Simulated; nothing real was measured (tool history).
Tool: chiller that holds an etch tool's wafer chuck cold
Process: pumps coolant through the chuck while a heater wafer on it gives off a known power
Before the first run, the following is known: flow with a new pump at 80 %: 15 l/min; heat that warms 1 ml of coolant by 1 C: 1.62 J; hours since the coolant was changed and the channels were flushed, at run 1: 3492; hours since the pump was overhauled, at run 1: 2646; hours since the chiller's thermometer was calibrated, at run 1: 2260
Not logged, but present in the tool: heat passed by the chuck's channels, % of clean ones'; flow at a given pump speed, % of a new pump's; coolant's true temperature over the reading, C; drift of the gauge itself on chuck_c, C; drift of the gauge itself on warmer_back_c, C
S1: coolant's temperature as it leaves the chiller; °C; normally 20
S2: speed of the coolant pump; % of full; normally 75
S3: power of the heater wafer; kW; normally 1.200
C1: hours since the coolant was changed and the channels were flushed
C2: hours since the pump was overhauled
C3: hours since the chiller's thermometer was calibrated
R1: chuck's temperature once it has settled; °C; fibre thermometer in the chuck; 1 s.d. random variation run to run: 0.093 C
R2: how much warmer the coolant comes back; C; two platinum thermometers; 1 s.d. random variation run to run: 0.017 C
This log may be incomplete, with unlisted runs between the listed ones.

run	hour	S1	S2	S3	C1	C2	C3	R1	R2
1	0.0	20	75	1.200	3492	2646	2260	32.38	3.15
2	96.0	20	75	1.200	3588	2742	2356	32.39	3.15
3	214.1	20	75	0.658	3706	2860	2474	26.83	1.74
4	327.1	19	75	1.200	3819	2973	2587	31.43	3.15
5	419.3	19	75	1.200	3911	3065	2679	31.43	3.17
6	496.0	19	75	1.200	3988	3142	2756	31.46	3.17
7	559.8	20	75	1.200	4052	3206	2819	32.39	3.15
8	643.2	20	75	1.200	4135	3289	2903	32.34	3.16
9	749.8	20	75	1.200	4242	3396	3009	32.65	3.15
10	874.8	20	75	1.200	4367	3521	3134	32.45	3.16
11	1001.8	20	75	1.200	4494	3648	3261	32.48	3.14
12	1076.7	20	75	1.200	4568	3722	3336	32.63	3.17
13	1187.3	20	72	1.200	4679	3833	3447	32.88	3.28
14	1279.4	20	72	1.200	4771	3925	3539	33.08	3.28
15	1356.4	20	75	1.200	4848	4002	3616	32.66	3.16
16	1452.6	20	75	0.730	4944	4098	3712	27.91	1.91
17	1565.1	20	75	0.730	5057	4211	3825	27.83	1.91
18	1666.3	20	75	0.730	5158	4312	3926	27.88	1.91
# hour 1732.1: coolant changed, channels flushed
19	1732.1	13	70	0.730	0	4372	3986	21.10	2.05
20	1787.3	21	70	1.200	55	4427	4041	34.19	3.37
21	1903.7	11	64	1.285	172	4543	4157	26.14	3.93
22	2019.9	17	95	0.989	288	4660	4273	26.10	2.05
23	2110.8	17	95	0.989	379	4751	4364	26.06	2.07
24	2180.4	20	78	1.200	448	4820	4434	32.55	3.04
25	2306.8	20	78	1.200	575	4947	4560	32.23	3.03
26	2377.0	20	78	1.200	645	5017	4630	32.49	3.03
27	2438.0	11	75	0.952	706	5078	4692	21.25	2.52
28	2550.6	16	72	0.790	819	5190	4804	24.83	2.15
29	2667.0	20	90	1.200	935	5307	4921	31.51	2.66
30	2753.9	17	79	0.656	1022	5394	5007	23.99	1.63
31	2838.5	17	79	0.656	1106	5478	5092	23.97	1.64

Branching from run 31: 4 alternative next runs. What would each branch give?
# hour 2881.2: gauge calibrated
A	2941.9	17	75	1.200	1210	5582	5195	?	?
# hour 2881.2: gauge calibrated
B	2941.9	11	93	0.799	1210	5582	5195	?	?
# hour 2881.2: gauge calibrated
C	2941.9	12	79	0.656	1210	5582	5195	?	?
# hour 2881.2: gauge calibrated
D	2941.9	25	79	0.656	1210	5582	5195	?	?

run	R1	R2
A	29.56	3.16
B	18.10	1.71
C	18.52	1.63
D	31.52	1.63
Had the tool no hidden state, the same runs would have come out as:
run	R1	R2
A	29.54	3.15
B	18.09	1.71
C	18.51	1.63
D	31.50	1.63
